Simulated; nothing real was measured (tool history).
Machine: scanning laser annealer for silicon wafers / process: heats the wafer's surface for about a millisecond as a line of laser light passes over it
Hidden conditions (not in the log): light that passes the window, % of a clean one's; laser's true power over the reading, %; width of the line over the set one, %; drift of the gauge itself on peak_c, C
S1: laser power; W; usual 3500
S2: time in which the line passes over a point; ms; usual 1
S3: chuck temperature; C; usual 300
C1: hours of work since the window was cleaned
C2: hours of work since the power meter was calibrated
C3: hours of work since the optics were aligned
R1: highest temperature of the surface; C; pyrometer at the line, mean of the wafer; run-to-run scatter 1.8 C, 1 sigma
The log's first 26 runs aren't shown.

run	hour	S1	S2	S3	C1	C2	C3	R1
# hour 160.5: window over the wafer cleaned
27	164.7	3281	1.18	271	2	127	424	980
28	171.9	3281	0.73	316	5	130	427	894
29	179.2	3311	1	301	8	133	430	966
30	187.2	3311	1	301	11	136	433	965
# hour 189.7: window over the wafer cleaned, once more
31	197.5	2998	1	300	3	139	436	934
32	202.5	3702	0.83	269	5	141	438	1024
33	208.4	3500	0.81	262	8	144	441	961
34	213.8	3276	0.88	300	10	146	443	967
35	221.1	3670	0.79	285	13	149	446	1018
36	227.1	3787	1	305	15	151	448	1143
37	232.4	3787	1	305	17	153	450	1143
38	240.2	3526	1	307	20	157	453	1076
39	245.7	3526	1	307	23	159	456	1076
40	250	3233	1.22	263	24	161	457	1014

Each row is a separate what-if for the run after 40, all from the same tool condition, not one after another. Results?
A	256.4	3240	0.95	300	27	163	460	?
B	256.4	3750	0.91	317	27	163	460	?
C	256.4	3098	1.01	327	27	163	460	?

run	R1
A	984
B	1112
C	985
Take away the tool's hidden state, keep each run's random variation, and the runs would have read:
run	R1
A	994
B	1124
C	994
